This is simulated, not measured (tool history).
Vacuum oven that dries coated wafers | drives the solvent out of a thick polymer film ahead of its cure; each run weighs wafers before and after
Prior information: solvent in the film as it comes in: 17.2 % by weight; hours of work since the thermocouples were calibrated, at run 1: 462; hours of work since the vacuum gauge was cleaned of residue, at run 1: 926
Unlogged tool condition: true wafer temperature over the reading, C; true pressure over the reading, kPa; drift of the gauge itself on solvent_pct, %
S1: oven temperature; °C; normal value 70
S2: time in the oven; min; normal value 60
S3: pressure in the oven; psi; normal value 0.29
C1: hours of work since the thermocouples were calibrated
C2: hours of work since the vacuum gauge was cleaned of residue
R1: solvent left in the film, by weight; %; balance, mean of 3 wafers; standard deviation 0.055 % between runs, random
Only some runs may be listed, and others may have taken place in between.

Run 1, hour 0: usual settings; C1 462; C2 926. Result: R1 2.74 %.
Run 2, hour 36.3: usual settings but S2 54 min; C1 489; C2 953. Result: R1 3.12 %.
Run 3, hour 57.8: usual settings but S2 54 min, S3 0.466 psi; C1 504; C2 968. Result: R1 3.9 %.
Run 4, hour 102.1: usual settings but S2 37 min; C1 537; C2 1001. Result: R1 4.6 %.
Run 5, hour 137.2: usual settings but S1 63 °C; C1 563; C2 1027. Result: R1 5.36 %.
Run 6, hour 177.2: usual settings but S1 66 °C; C1 593; C2 1057. Result: R1 4.12 %.
Run 7, hour 197.8: usual settings but S1 66 °C, S2 51 min; C1 608; C2 1072. Result: R1 4.94 %.
Run 8, hour 217.5: usual settings but S1 66 °C, S2 51 min; C1 622; C2 1086. Result: R1 4.88 %.
Run 9, hour 243.4: usual settings; C1 641; C2 1105. Result: R1 2.92 %.
Run 10, hour 264.2: usual settings but S1 68 °C, S2 55 min, S3 0.862 psi; C1 657; C2 1121. Result: R1 6.73 %.
Run 11, hour 283.5: usual settings but S1 64 °C, S2 106 min, S3 0.183 psi; C1 671; C2 1135. Result: R1 2.42 %.
Run 12, hour 324.2: usual settings but S1 64 °C, S2 106 min, S3 0.183 psi; C1 701; C2 1165. Result: R1 2.57 %.

Expected results for the next run?
Run 13, hour 357.7: usual settings but S1 71 °C, S2 48 min, S3 0.26 psi; C1 726; C2 1190. Result: R1 ?.

{"run 13": {"R1": 3.2}}
Minus the tool's unlogged condition, the same run would have read R1 2.59 %.
